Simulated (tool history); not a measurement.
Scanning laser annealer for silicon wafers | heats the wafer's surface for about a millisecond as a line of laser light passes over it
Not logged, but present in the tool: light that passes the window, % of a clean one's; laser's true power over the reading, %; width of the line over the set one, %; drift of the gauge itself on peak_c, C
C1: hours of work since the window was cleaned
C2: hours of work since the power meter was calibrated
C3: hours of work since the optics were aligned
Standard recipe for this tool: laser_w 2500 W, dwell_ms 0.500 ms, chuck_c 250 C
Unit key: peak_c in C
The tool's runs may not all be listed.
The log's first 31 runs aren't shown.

{"run": 32, "hour": 273.0, "laser_w": 2636, "dwell_ms": 0.38, "chuck_c": 216, "C1": 281, "C2": 234, "C3": 420, "peak_c": 930}
{"run": 33, "hour": 278.4, "laser_w": 2535, "dwell_ms": 0.559, "chuck_c": 216, "C1": 283, "C2": 237, "C3": 422, "peak_c": 1040}
{"run": 34, "hour": 290.5, "laser_w": 2535, "dwell_ms": 0.559, "chuck_c": 216, "C1": 289, "C2": 243, "C3": 428, "peak_c": 1042}
{"run": 35, "hour": 296.4, "laser_w": 2535, "dwell_ms": 0.559, "chuck_c": 216, "C1": 292, "C2": 246, "C3": 431, "peak_c": 1043}
{"run": 36, "hour": 302.9, "laser_w": 2641, "dwell_ms": 0.512, "chuck_c": 250, "C1": 295, "C2": 249, "C3": 434, "peak_c": 1079}
{"run": 37, "hour": 312.3, "laser_w": 2641, "dwell_ms": 0.512, "chuck_c": 250, "C1": 299, "C2": 253, "C3": 438, "peak_c": 1081}
{"run": 38, "hour": 323.6, "laser_w": 2317, "dwell_ms": 0.445, "chuck_c": 250, "C1": 305, "C2": 258, "C3": 444, "peak_c": 908}
{"run": 39, "hour": 330.9, "laser_w": 2317, "dwell_ms": 0.445, "chuck_c": 250, "C1": 308, "C2": 262, "C3": 447, "peak_c": 909}
{"run": 40, "hour": 342.2, "laser_w": 2555, "dwell_ms": 0.427, "chuck_c": 250, "C1": 314, "C2": 267, "C3": 452, "peak_c": 979}
{"run": 41, "hour": 348.9, "laser_w": 2445, "dwell_ms": 0.427, "chuck_c": 250, "C1": 317, "C2": 270, "C3": 456, "peak_c": 939}

Below are 4 alternative next runs, each starting from the tool's condition after run 41. Predict each:
{"run": "A", "hour": 358.6, "laser_w": 2445, "dwell_ms": 0.427, "chuck_c": 230, "C1": 321, "C2": 275, "C3": 460, "peak_c": "?"}
{"run": "B", "hour": 358.6, "laser_w": 2288, "dwell_ms": 0.419, "chuck_c": 239, "C1": 321, "C2": 275, "C3": 460, "peak_c": "?"}
{"run": "C", "hour": 358.6, "laser_w": 2626, "dwell_ms": 0.541, "chuck_c": 274, "C1": 321, "C2": 275, "C3": 460, "peak_c": "?"}
{"run": "D", "hour": 358.6, "laser_w": 2561, "dwell_ms": 0.465, "chuck_c": 246, "C1": 321, "C2": 275, "C3": 460, "peak_c": "?"}

run=A peak_c=919
run=B peak_c=868
run=C peak_c=1120
run=D peak_c=1007
Without the tool's unlogged condition, the same runs would have read:
run=A peak_c=920
run=B peak_c=869
run=C peak_c=1121
run=D peak_c=1008
